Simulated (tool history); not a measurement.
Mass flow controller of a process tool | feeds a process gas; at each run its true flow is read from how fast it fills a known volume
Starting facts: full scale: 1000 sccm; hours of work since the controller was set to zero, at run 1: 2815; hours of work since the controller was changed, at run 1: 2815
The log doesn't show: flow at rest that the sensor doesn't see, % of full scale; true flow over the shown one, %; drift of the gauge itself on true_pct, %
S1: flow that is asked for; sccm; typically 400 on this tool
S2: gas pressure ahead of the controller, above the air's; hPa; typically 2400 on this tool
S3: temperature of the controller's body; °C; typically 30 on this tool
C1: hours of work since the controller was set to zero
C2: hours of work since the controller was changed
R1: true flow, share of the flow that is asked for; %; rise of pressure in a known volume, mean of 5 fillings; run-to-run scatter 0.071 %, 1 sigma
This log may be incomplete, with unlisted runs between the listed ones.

{"run": 1, "hour": 0.0, "S1": 400, "S2": 2400, "S3": 30, "C1": 2815, "C2": 2815, "R1": 100.71}
{"run": 2, "hour": 138.4, "S1": 217, "S2": 2400, "S3": 30, "C1": 2900, "C2": 2900, "R1": 101.69}
{"run": 3, "hour": 295.7, "S1": 217, "S2": 2400, "S3": 30, "C1": 2997, "C2": 2997, "R1": 101.78}
{"run": 4, "hour": 461.1, "S1": 217, "S2": 2400, "S3": 30, "C1": 3098, "C2": 3098, "R1": 101.81}
{"run": 5, "hour": 535.8, "S1": 217, "S2": 2400, "S3": 30, "C1": 3144, "C2": 3144, "R1": 101.93}
{"run": 6, "hour": 606.5, "S1": 217, "S2": 2400, "S3": 30, "C1": 3188, "C2": 3188, "R1": 101.87}
{"run": 7, "hour": 774.2, "S1": 400, "S2": 2400, "S3": 30, "C1": 3290, "C2": 3290, "R1": 100.7}
{"run": 8, "hour": 914.3, "S1": 400, "S2": 2400, "S3": 30, "C1": 3376, "C2": 3376, "R1": 100.85}
{"run": 9, "hour": 1042.4, "S1": 400, "S2": 2400, "S3": 30, "C1": 3455, "C2": 3455, "R1": 100.99}
{"run": 10, "hour": 1200.8, "S1": 400, "S2": 2400, "S3": 30, "C1": 3552, "C2": 3552, "R1": 100.85}
{"run": 11, "hour": 1292.7, "S1": 400, "S2": 2400, "S3": 30, "C1": 3609, "C2": 3609, "R1": 100.94}
{"run": 12, "hour": 1407.3, "S1": 400, "S2": 2400, "S3": 30, "C1": 3679, "C2": 3679, "R1": 100.76}
{"run": 13, "hour": 1479.8, "S1": 400, "S2": 2400, "S3": 30, "C1": 3723, "C2": 3723, "R1": 100.91}
{"run": 14, "hour": 1626.1, "S1": 381, "S2": 2400, "S3": 30, "C1": 3813, "C2": 3813, "R1": 100.99}
{"run": 15, "hour": 1756.3, "S1": 400, "S2": 1420, "S3": 21, "C1": 3893, "C2": 3893, "R1": 99.53}
{"run": 16, "hour": 1854.6, "S1": 292, "S2": 2400, "S3": 30, "C1": 3953, "C2": 3953, "R1": 101.45}
{"run": 17, "hour": 1991.7, "S1": 400, "S2": 1780, "S3": 25, "C1": 4037, "C2": 4037, "R1": 100.04}
{"run": 18, "hour": 2164.5, "S1": 109, "S2": 2550, "S3": 26, "C1": 4143, "C2": 4143, "R1": 105.77}
{"run": 19, "hour": 2332.9, "S1": 109, "S2": 2770, "S3": 20, "C1": 4247, "C2": 4247, "R1": 105.56}
{"run": 20, "hour": 2405.3, "S1": 400, "S2": 2170, "S3": 33, "C1": 4291, "C2": 4291, "R1": 101.05}
{"run": 21, "hour": 2517.0, "S1": 108, "S2": 2170, "S3": 21, "C1": 4360, "C2": 4360, "R1": 105.62}
{"run": 22, "hour": 2644.0, "S1": 108, "S2": 2170, "S3": 21, "C1": 4438, "C2": 4438, "R1": 105.68}
{"run": 23, "hour": 2811.5, "S1": 216, "S2": 2400, "S3": 30, "C1": 4540, "C2": 4540, "R1": 102.62}
{"run": 24, "hour": 2891.6, "S1": 203, "S2": 2400, "S3": 28, "C1": 4590, "C2": 4590, "R1": 102.83}
{"run": 25, "hour": 3048.4, "S1": 110, "S2": 1410, "S3": 30, "C1": 4686, "C2": 4686, "R1": 106.32}
{"run": 26, "hour": 3134.7, "S1": 110, "S2": 1410, "S3": 30, "C1": 4739, "C2": 4739, "R1": 106.41}
{"run": 27, "hour": 3206.4, "S1": 110, "S2": 1990, "S3": 30, "C1": 4783, "C2": 4783, "R1": 106.65}
{"run": 28, "hour": 3344.5, "S1": 207, "S2": 1810, "S3": 30, "C1": 4867, "C2": 4867, "R1": 102.77}

Here are 5 independent what-if runs from the current tool condition. What would each one return?
{"run": "A", "hour": 3504.1, "S1": 173, "S2": 2400, "S3": 24, "C1": 4965, "C2": 4965, "R1": "?"}
{"run": "B", "hour": 3504.1, "S1": 138, "S2": 1480, "S3": 21, "C1": 4965, "C2": 4965, "R1": "?"}
{"run": "C", "hour": 3504.1, "S1": 196, "S2": 2330, "S3": 34, "C1": 4965, "C2": 4965, "R1": "?"}
{"run": "D", "hour": 3504.1, "S1": 239, "S2": 2110, "S3": 23, "C1": 4965, "C2": 4965, "R1": "?"}
{"run": "E", "hour": 3504.1, "S1": 207, "S2": 1810, "S3": 21, "C1": 4965, "C2": 4965, "R1": "?"}

run=A R1=103.58
run=B R1=104.10
run=C R1=103.62
run=D R1=101.82
run=E R1=101.85
Without the tool's hidden state the same runs would have given:
run=A R1=99.35
run=B R1=98.46
run=C R1=100.05
run=D R1=99.13
run=E R1=98.54
